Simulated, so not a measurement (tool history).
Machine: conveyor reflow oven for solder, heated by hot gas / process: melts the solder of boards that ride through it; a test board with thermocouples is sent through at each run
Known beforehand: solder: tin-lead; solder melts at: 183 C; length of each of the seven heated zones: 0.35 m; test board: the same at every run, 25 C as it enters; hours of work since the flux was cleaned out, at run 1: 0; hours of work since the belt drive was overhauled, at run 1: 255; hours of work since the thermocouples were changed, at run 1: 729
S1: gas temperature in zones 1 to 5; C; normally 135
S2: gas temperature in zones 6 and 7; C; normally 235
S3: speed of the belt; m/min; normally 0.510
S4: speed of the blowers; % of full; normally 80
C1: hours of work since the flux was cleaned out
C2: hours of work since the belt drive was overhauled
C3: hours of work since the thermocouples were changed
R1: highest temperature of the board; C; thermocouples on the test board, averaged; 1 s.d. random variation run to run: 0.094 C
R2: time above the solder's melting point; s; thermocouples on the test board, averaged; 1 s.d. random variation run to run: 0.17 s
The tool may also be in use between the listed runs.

run 1 hour=0.0 | S1=135 S2=235 S3=0.510 S4=80 | C1=0 C2=255 C3=729 | R1=222.07 R2=65.1
run 2 hour=7.9 | S1=135 S2=235 S3=0.510 S4=67 | C1=5 C2=260 C3=734 | R1=219.57 R2=62.4
run 3 hour=12.7 | S1=135 S2=235 S3=0.510 S4=67 | C1=8 C2=263 C3=737 | R1=219.48 R2=62.9
run 4 hour=21.1 | S1=135 S2=235 S3=0.510 S4=67 | C1=13 C2=268 C3=743 | R1=219.58 R2=62.4
run 5 hour=26.7 | S1=135 S2=227 S3=0.510 S4=80 | C1=17 C2=271 C3=746 | R1=214.71 R2=59.6
run 6 hour=31.5 | S1=135 S2=235 S3=0.510 S4=80 | C1=20 C2=275 C3=749 | R1=221.85 R2=64.8
run 7 hour=36.9 | S1=135 S2=235 S3=0.510 S4=80 | C1=23 C2=278 C3=753 | R1=221.81 R2=64.7
run 8 hour=44.4 | S1=135 S2=235 S3=0.510 S4=80 | C1=28 C2=283 C3=758 | R1=221.61 R2=64.8
run 9 hour=52.4 | S1=135 S2=235 S3=0.510 S4=80 | C1=33 C2=288 C3=763 | R1=221.79 R2=64.9
run 10 hour=63.0 | S1=138 S2=235 S3=0.510 S4=80 | C1=40 C2=294 C3=769 | R1=222.04 R2=65.9
run 11 hour=71.3 | S1=138 S2=235 S3=0.505 S4=80 | C1=45 C2=300 C3=775 | R1=222.39 R2=67.1
run 12 hour=78.9 | S1=138 S2=235 S3=0.505 S4=80 | C1=50 C2=304 C3=779 | R1=222.41 R2=67.0
run 13 hour=89.6 | S1=135 S2=235 S3=0.441 S4=80 | C1=57 C2=311 C3=786 | R1=225.45 R2=79.2
run 14 hour=95.6 | S1=135 S2=235 S3=0.441 S4=80 | C1=61 C2=315 C3=790 | R1=225.62 R2=78.5
run 15 hour=102.1 | S1=135 S2=236 S3=0.441 S4=80 | C1=65 C2=319 C3=794 | R1=226.23 R2=79.6
run 16 hour=107.3 | S1=135 S2=235 S3=0.463 S4=80 | C1=68 C2=322 C3=797 | R1=224.16 R2=73.6
run 17 hour=118.9 | S1=135 S2=235 S3=0.463 S4=80 | C1=75 C2=330 C3=805 | R1=224.13 R2=74.0
run 18 hour=129.5 | S1=134 S2=235 S3=0.422 S4=80 | C1=82 C2=337 C3=811 | R1=226.15 R2=82.7
run 19 hour=139.2 | S1=135 S2=236 S3=0.555 S4=79 | C1=88 C2=343 C3=818 | R1=219.11 R2=57.3
run 20 hour=144.8 | S1=135 S2=236 S3=0.555 S4=79 | C1=92 C2=346 C3=821 | R1=219.11 R2=57.3
run 21 hour=152.4 | S1=135 S2=236 S3=0.555 S4=79 | C1=96 C2=351 C3=826 | R1=219.15 R2=57.2
run 22 hour=157.9 | S1=135 S2=235 S3=0.411 S4=74 | C1=100 C2=355 C3=829 | R1=226.09 R2=85.7
run 23 hour=164.1 | S1=135 S2=244 S3=0.535 S4=80 | C1=104 C2=358 C3=833 | R1=227.39 R2=65.1
run 24 hour=175.7 | S1=123 S2=238 S3=0.450 S4=58 | C1=111 C2=366 C3=841 | R1=221.50 R2=68.6
run 25 hour=181.9 | S1=146 S2=235 S3=0.510 S4=80 | C1=115 C2=370 C3=845 | R1=222.76 R2=69.6
run 26 hour=188.5 | S1=146 S2=235 S3=0.510 S4=80 | C1=119 C2=374 C3=849 | R1=222.57 R2=69.6
run 27 hour=198.3 | S1=135 S2=235 S3=0.525 S4=80 | C1=126 C2=380 C3=855 | R1=219.77 R2=61.5
run 28 hour=209.1 | S1=120 S2=243 S3=0.510 S4=80 | C1=132 C2=387 C3=862 | R1=225.38 R2=62.7
run 29 hour=216.3 | S1=135 S2=235 S3=0.510 S4=73 | C1=137 C2=391 C3=866 | R1=219.67 R2=62.8
run 30 hour=227.0 | S1=135 S2=235 S3=0.510 S4=73 | C1=144 C2=398 C3=873 | R1=219.62 R2=62.6
run 31 hour=238.5 | S1=135 S2=235 S3=0.473 S4=80 | C1=151 C2=406 C3=880 | R1=222.68 R2=70.9

3 ways to go on from here, each from the tool as it stands after run 31. What would each give?
run A hour=243.7 | S1=135 S2=235 S3=0.510 S4=76 | C1=154 C2=409 C3=884 | R1=? R2=?
run B hour=243.7 | S1=135 S2=249 S3=0.510 S4=60 | C1=154 C2=409 C3=884 | R1=? R2=?
run C hour=243.7 | S1=126 S2=235 S3=0.525 S4=70 | C1=154 C2=409 C3=884 | R1=? R2=?

run=A R1=220.07 R2=63.4
run=B R1=228.50 R2=68.9
run=C R1=216.20 R2=55.2
Stripped of hidden state, with their random variation kept, the same runs would have yielded:
run=A R1=220.52 R2=63.6
run=B R1=229.02 R2=68.8
run=C R1=216.83 R2=55.7
